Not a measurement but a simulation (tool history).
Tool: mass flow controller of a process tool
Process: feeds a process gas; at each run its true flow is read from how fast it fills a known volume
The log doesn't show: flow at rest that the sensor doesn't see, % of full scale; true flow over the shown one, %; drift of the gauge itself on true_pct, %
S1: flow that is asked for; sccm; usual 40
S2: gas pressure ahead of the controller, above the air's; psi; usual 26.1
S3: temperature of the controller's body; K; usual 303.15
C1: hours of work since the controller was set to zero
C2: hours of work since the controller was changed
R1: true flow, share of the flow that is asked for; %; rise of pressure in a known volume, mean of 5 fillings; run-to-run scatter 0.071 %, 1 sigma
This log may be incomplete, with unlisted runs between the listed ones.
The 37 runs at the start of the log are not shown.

run,hour,S1,S2,S3,C1,C2,R1
38,5127.9,13,38.0,297.15,5292,5292,93.80
39,5260.2,20,23.9,300.15,5364,5364,94.12
40,5411.4,20,23.9,300.15,5447,5447,93.90
# hour 5467.3: gauge calibrated
41,5521.6,34,23.9,300.15,5507,5507,98.95
42,5696.1,17,20.3,303.15,5603,5603,97.66
43,5819.7,7,27.3,303.15,5670,5670,97.05
44,5959.9,6,26.4,294.15,5747,5747,95.88
# hour 6017.1: controller's zero set anew
45,6081.0,32,35.8,303.15,35,5813,98.69
46,6218.0,40,35.1,303.15,110,5888,99.06
47,6338.9,40,35.1,303.15,176,5954,99.03
48,6465.7,23,26.1,303.15,246,6024,97.24
49,6632.0,29,21.3,302.15,337,6115,97.12

Here are 3 independent what-if runs from the current tool condition. What would each one return?
A,6736.4,12,30.6,307.15,394,6172,?
B,6736.4,40,29.7,303.15,394,6172,?
C,6736.4,12,31.0,303.15,394,6172,?

run,R1
A,96.65
B,98.30
C,96.44
Take away the tool's hidden state, keep each run's random variation, and the runs would have read:
run,R1
A,98.19
B,99.88
C,97.99
